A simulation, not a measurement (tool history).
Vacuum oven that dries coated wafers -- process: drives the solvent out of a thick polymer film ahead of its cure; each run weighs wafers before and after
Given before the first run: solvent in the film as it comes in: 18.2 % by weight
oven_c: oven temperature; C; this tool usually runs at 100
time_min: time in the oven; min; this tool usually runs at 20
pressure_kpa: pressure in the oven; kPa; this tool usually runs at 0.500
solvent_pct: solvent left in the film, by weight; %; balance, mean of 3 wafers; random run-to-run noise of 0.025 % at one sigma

{"run": 1, "day": 0.0, "oven_c": 100, "time_min": 20, "pressure_kpa": 0.5, "solvent_pct": 2.68}
{"run": 2, "day": 0.667, "oven_c": 100, "time_min": 20, "pressure_kpa": 0.5, "solvent_pct": 2.69}
{"run": 3, "day": 2.225, "oven_c": 114, "time_min": 20, "pressure_kpa": 0.5, "solvent_pct": 0.92}
{"run": 4, "day": 2.942, "oven_c": 114, "time_min": 20, "pressure_kpa": 0.5, "solvent_pct": 0.98}
{"run": 5, "day": 3.771, "oven_c": 100, "time_min": 20, "pressure_kpa": 0.326, "solvent_pct": 2.59}
{"run": 6, "day": 5.288, "oven_c": 100, "time_min": 20, "pressure_kpa": 0.326, "solvent_pct": 2.62}
{"run": 7, "day": 6.104, "oven_c": 100, "time_min": 20, "pressure_kpa": 0.326, "solvent_pct": 2.59}
{"run": 8, "day": 7.196, "oven_c": 100, "time_min": 20, "pressure_kpa": 0.382, "solvent_pct": 2.61}
{"run": 9, "day": 8.592, "oven_c": 90, "time_min": 12, "pressure_kpa": 0.395, "solvent_pct": 7.23}
{"run": 10, "day": 10.129, "oven_c": 90, "time_min": 12, "pressure_kpa": 0.395, "solvent_pct": 7.23}
{"run": 11, "day": 11.375, "oven_c": 114, "time_min": 16, "pressure_kpa": 0.395, "solvent_pct": 1.48}
{"run": 12, "day": 12.567, "oven_c": 114, "time_min": 13, "pressure_kpa": 0.395, "solvent_pct": 2.3}

Alternative continuations, all from the tool just after run 12; predict every row:
{"run": "A", "day": 13.892, "oven_c": 107, "time_min": 13, "pressure_kpa": 1.063, "solvent_pct": "?"}
{"run": "B", "day": 13.892, "oven_c": 100, "time_min": 20, "pressure_kpa": 1.947, "solvent_pct": "?"}
{"run": "C", "day": 13.892, "oven_c": 114, "time_min": 18, "pressure_kpa": 0.395, "solvent_pct": "?"}
{"run": "D", "day": 13.892, "oven_c": 114, "time_min": 31, "pressure_kpa": 0.343, "solvent_pct": "?"}

run=A solvent_pct=3.65
run=B solvent_pct=3.26
run=C solvent_pct=1.13
run=D solvent_pct=0.30
The same runs, with their run-to-run variation unchanged, on a tool lacking any hidden condition would have given:
run=A solvent_pct=3.76
run=B solvent_pct=3.36
run=C solvent_pct=1.18
run=D solvent_pct=0.28
